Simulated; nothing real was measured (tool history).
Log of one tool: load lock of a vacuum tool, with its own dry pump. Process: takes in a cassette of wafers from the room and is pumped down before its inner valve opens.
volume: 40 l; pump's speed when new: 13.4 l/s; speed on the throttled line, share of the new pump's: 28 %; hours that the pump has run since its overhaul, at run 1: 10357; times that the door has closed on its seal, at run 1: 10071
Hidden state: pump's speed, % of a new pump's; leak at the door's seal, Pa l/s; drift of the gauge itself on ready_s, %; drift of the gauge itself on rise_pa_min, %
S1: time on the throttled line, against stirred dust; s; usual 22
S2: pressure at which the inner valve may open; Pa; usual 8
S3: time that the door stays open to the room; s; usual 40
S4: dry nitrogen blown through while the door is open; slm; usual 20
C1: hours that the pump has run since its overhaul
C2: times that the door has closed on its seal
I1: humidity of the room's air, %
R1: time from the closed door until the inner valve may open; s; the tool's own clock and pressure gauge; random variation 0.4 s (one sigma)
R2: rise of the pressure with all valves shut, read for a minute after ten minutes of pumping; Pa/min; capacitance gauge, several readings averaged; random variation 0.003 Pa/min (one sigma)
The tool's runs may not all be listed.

Run 1, day 0: usual settings; C1 10357; C2 10071; I1 42.8. Result: R1 52.7 s, R2 0.022 Pa/min.
Run 2, day 6.888: usual settings but S3 148 s; C1 10523; C2 10424; I1 46.3. Result: R1 52.3 s, R2 0.042 Pa/min.
At day 13.762: dry pump taken out, an overhauled one fitted.
Run 3, day 16.129: usual settings but S3 148 s; C1 57; C2 10885; I1 44.8. Result: R1 44.5 s, R2 0.044 Pa/min.
Run 4, day 23.638: usual settings but S3 148 s; C1 237; C2 11270; I1 47.2. Result: R1 44.8 s, R2 0.044 Pa/min.
Run 5, day 28.833: usual settings but S3 36 s; C1 362; C2 11536; I1 43.9. Result: R1 44.6 s, R2 0.023 Pa/min.
Run 6, day 33.017: usual settings but S3 36 s; C1 462; C2 11751; I1 46.7. Result: R1 43.8 s, R2 0.029 Pa/min.
Run 7, day 37.192: usual settings but S3 36 s; C1 562; C2 11965; I1 41.3. Result: R1 45.3 s, R2 0.032 Pa/min.
Run 8, day 41.738: usual settings but S3 36 s; C1 671; C2 12198; I1 49.5. Result: R1 43.9 s, R2 0.033 Pa/min.
Run 9, day 48.304: usual settings but S2 10 Pa; C1 829; C2 12534; I1 44.7. Result: R1 44.2 s, R2 0.032 Pa/min.
Run 10, day 53.554: usual settings but S2 13 Pa; C1 955; C2 12803; I1 48.1. Result: R1 43 s, R2 0.031 Pa/min.
Run 11, day 63.821: usual settings but S2 13 Pa; C1 1201; C2 13329; I1 44.9. Result: R1 43.4 s, R2 0.039 Pa/min.
Run 12, day 69.392: usual settings but S2 13 Pa; C1 1335; C2 13615; I1 45.7. Result: R1 43.9 s, R2 0.038 Pa/min.
Run 13, day 78.971: usual settings but S2 13 Pa; C1 1565; C2 14106; I1 46.4. Result: R1 43.2 s, R2 0.028 Pa/min.
Run 14, day 88.742: usual settings but S2 13 Pa; C1 1799; C2 14606; I1 43.4. Result: R1 43.1 s, R2 0.033 Pa/min.
Run 15, day 93.717: usual settings but S2 9 Pa; C1 1919; C2 14861; I1 46.6. Result: R1 44.3 s, R2 0.036 Pa/min.
Run 16, day 98.654: usual settings but S2 10 Pa; C1 2037; C2 15115; I1 48.6. Result: R1 44.7 s, R2 0.038 Pa/min.
Run 17, day 106.208: usual settings but S2 10 Pa; C1 2219; C2 15502; I1 46.6. Result: R1 44.9 s, R2 0.034 Pa/min.
Run 18, day 111.633: usual settings but S2 10 Pa; C1 2349; C2 15780; I1 48.6. Result: R1 44.4 s, R2 0.038 Pa/min.
Run 19, day 116.038: usual settings but S2 10 Pa; C1 2455; C2 16005; I1 43.3. Result: R1 45 s, R2 0.037 Pa/min.
Run 20, day 124.283: usual settings but S2 10 Pa; C1 2652; C2 16428; I1 47.2. Result: R1 44.7 s, R2 0.043 Pa/min.
Run 21, day 131.2: usual settings but S2 10 Pa; C1 2819; C2 16783; I1 47.5. Result: R1 44.8 s, R2 0.036 Pa/min.
Run 22, day 139.8: usual settings but S2 10 Pa; C1 3025; C2 17223; I1 41.4. Result: R1 45.1 s, R2 0.039 Pa/min.
Run 23, day 146.875: usual settings but S1 13 s, S2 10 Pa, S4 9 slm; C1 3195; C2 17586; I1 41.1. Result: R1 39 s, R2 0.037 Pa/min.
Run 24, day 151.904: usual settings but S1 12 s, S2 6 Pa, S3 70 s, S4 30 slm; C1 3315; C2 17844; I1 44. Result: R1 40.6 s, R2 0.04 Pa/min.
Run 25, day 158.562: usual settings but S1 15 s, S2 13 Pa, S3 70 s; C1 3475; C2 18185; I1 42.7. Result: R1 39.6 s, R2 0.047 Pa/min.
Run 26, day 168.525: usual settings but S1 27 s, S3 185 s, S4 38 slm; C1 3714; C2 18695; I1 47.9. Result: R1 50.6 s, R2 0.045 Pa/min.
Run 27, day 173.112: usual settings but S1 27 s, S2 9 Pa, S3 185 s, S4 34 slm; C1 3824; C2 18931; I1 44.3. Result: R1 49.6 s, R2 0.055 Pa/min.
Run 28, day 178.421: usual settings but S1 27 s, S2 9 Pa, S3 185 s, S4 34 slm; C1 3952; C2 19202; I1 44.9. Result: R1 49.3 s, R2 0.048 Pa/min.
Run 29, day 186.758: usual settings but S2 9 Pa, S3 219 s; C1 4152; C2 19630; I1 43. Result: R1 46.3 s, R2 0.068 Pa/min.
Run 30, day 194.621: usual settings but S1 31 s, S2 6 Pa, S3 34 s, S4 21 slm; C1 4341; C2 20033; I1 43.2. Result: R1 54.7 s, R2 0.047 Pa/min.
Run 31, day 204.304: usual settings but S3 37 s, S4 6 slm; C1 4573; C2 20529; I1 46.3. Result: R1 47.8 s, R2 0.059 Pa/min.
Run 32, day 214.121: usual settings but S3 37 s, S4 6 slm; C1 4809; C2 21032; I1 43.8. Result: R1 48 s, R2 0.05 Pa/min.
Run 33, day 224.246: usual settings but S1 42 s, S3 219 s, S4 12 slm; C1 5052; C2 21551; I1 48.1. Result: R1 61.2 s, R2 0.079 Pa/min.
Run 34, day 233.062: usual settings but S1 42 s, S3 219 s, S4 12 slm; C1 5263; C2 22003; I1 44.1. Result: R1 61.3 s, R2 0.074 Pa/min.
Run 35, day 242.329: usual settings but S1 42 s, S3 219 s, S4 12 slm; C1 5486; C2 22478; I1 45.7. Result: R1 61.4 s, R2 0.083 Pa/min.
Run 36, day 246.783: usual settings but S1 42 s, S3 219 s, S4 12 slm; C1 5592; C2 22706; I1 43.7. Result: R1 62.2 s, R2 0.08 Pa/min.

Forecast each of these 3 alternatives for the next run:
Run A, day 256.1: usual settings but S1 24 s, S3 41 s, S4 6 slm; C1 5816; C2 23184; I1 41.8. Result: R1 ?, R2 ?.
Run B, day 256.1: usual settings but S1 13 s, S2 6 Pa, S3 219 s, S4 7 slm; C1 5816; C2 23184; I1 44. Result: R1 ?, R2 ?.
Run C, day 256.1: usual settings but S1 15 s, S3 36 s; C1 5816; C2 23184; I1 42.2. Result: R1 ?, R2 ?.

run    R1     R2
  A  49.3  0.054
  B  43.1  0.082
  C  43.3  0.047
Without the tool's hidden state the same runs would have given:
run    R1     R2
  A  45.6  0.018
  B  38.8  0.047
  C  39.3  0.012
